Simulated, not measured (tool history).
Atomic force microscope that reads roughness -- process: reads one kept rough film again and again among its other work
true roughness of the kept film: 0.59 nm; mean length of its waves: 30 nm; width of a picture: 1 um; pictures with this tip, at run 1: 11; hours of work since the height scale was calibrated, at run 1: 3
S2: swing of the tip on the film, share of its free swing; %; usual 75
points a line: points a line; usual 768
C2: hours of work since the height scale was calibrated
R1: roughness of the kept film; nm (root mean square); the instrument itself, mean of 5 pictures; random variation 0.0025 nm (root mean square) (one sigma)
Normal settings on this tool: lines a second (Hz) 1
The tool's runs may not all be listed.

Run 1, hour 0: usual settings; pictures with this tip 11; C2 3. Result: R1 0.564 nm (root mean square).
Run 2, hour 16: usual settings; pictures with this tip 25; C2 12. Result: R1 0.557 nm (root mean square).
Run 3, hour 28.8: usual settings but S2 87 %; pictures with this tip 36; C2 19. Result: R1 0.537 nm (root mean square).
Run 4, hour 43.5: usual settings; pictures with this tip 49; C2 27. Result: R1 0.549 nm (root mean square).
Run 5, hour 59.8: usual settings; pictures with this tip 64; C2 36. Result: R1 0.544 nm (root mean square).
Run 6, hour 77: usual settings but S2 65 %; pictures with this tip 79; C2 45. Result: R1 0.548 nm (root mean square).
At hour 93.1: new tip fitted.
Run 7, hour 93.1: usual settings but lines a second (Hz) 1.01, S2 61 %, points a line 433; pictures with this tip 0; C2 54. Result: R1 0.573 nm (root mean square).
At hour 95.1: height scale calibrated on a step standard.
Run 8, hour 108.8: usual settings but lines a second (Hz) 0.62, S2 62 %, points a line 505; pictures with this tip 13; C2 7. Result: R1 0.573 nm (root mean square).

For run 9, what comes out?
Run 9, hour 124.8: usual settings but lines a second (Hz) 1.58, S2 62 %, points a line 429; pictures with this tip 27; C2 16. Result: R1 ?.

Run 9 gave R1 0.559 nm (root mean square).
Were there no unlogged condition in the tool, this run, its random variation unchanged, would have produced R1 0.566 nm (root mean square).
